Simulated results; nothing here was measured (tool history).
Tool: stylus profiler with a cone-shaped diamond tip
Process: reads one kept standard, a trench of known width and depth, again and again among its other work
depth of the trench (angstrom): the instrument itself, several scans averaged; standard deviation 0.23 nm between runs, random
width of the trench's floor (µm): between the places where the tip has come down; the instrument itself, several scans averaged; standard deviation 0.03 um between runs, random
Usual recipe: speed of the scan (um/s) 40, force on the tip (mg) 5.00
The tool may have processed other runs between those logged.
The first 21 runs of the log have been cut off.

run	day	speed of the scan (um/s)	force on the tip (mg)	depth of the trench (angstrom)	width of the trench's floor (µm)
22	9.371	40	5.00	10142.5	25.40
23	9.883	108	14.82	10305.9	25.23
24	10.408	39	7.88	10197.9	25.36
25	10.829	12	2.60	10086.8	25.38
26	11.317	144	13.89	10288.1	25.10
# day 11.375: height scale calibrated on a step standard
27	11.975	48	8.96	10209.0	25.24
28	12.417	48	12.49	10265.8	25.28
29	12.988	46	2.78	10088.6	25.14
30	13.383	119	3.92	10114.5	24.83
31	13.742	46	4.46	10126.8	25.15
32	14.217	35	5.18	10144.2	25.11
# day 14.367: height scale calibrated on a step standard, once more
33	14.588	35	5.18	10154.0	25.13
34	14.858	35	5.18	10152.5	25.14
35	15.217	35	5.18	10156.8	25.15
36	15.671	35	5.18	10155.2	25.06
37	16.183	31	2.10	10081.0	25.03
38	16.571	40	3.66	10118.6	25.06
39	17.108	40	3.66	10120.4	25.00
40	17.721	13	1.68	10070.0	25.03
41	18.275	27	10.31	10239.4	25.10
42	18.825	23	2.08	10082.5	24.97
43	19.400	23	2.08	10083.9	24.91

Branching from run 43: 5 alternative next runs. What would each branch give?
A	19.750	11	6.28	?	?
B	19.750	65	4.12	?	?
C	19.750	127	9.29	?	?
D	19.750	23	1.85	?	?
E	19.750	17	2.94	?	?

run	depth of the trench (angstrom)	width of the trench's floor (µm)
A	10171.0	25.02
B	10132.5	24.74
C	10229.4	24.63
D	10073.2	24.90
E	10103.0	24.98
The same runs, with their run-to-run variation unchanged, on a tool lacking any hidden condition would have given:
run	depth of the trench (angstrom)	width of the trench's floor (µm)
A	10174.7	26.47
B	10136.1	26.19
C	10233.0	26.08
D	10076.8	26.35
E	10106.6	26.43

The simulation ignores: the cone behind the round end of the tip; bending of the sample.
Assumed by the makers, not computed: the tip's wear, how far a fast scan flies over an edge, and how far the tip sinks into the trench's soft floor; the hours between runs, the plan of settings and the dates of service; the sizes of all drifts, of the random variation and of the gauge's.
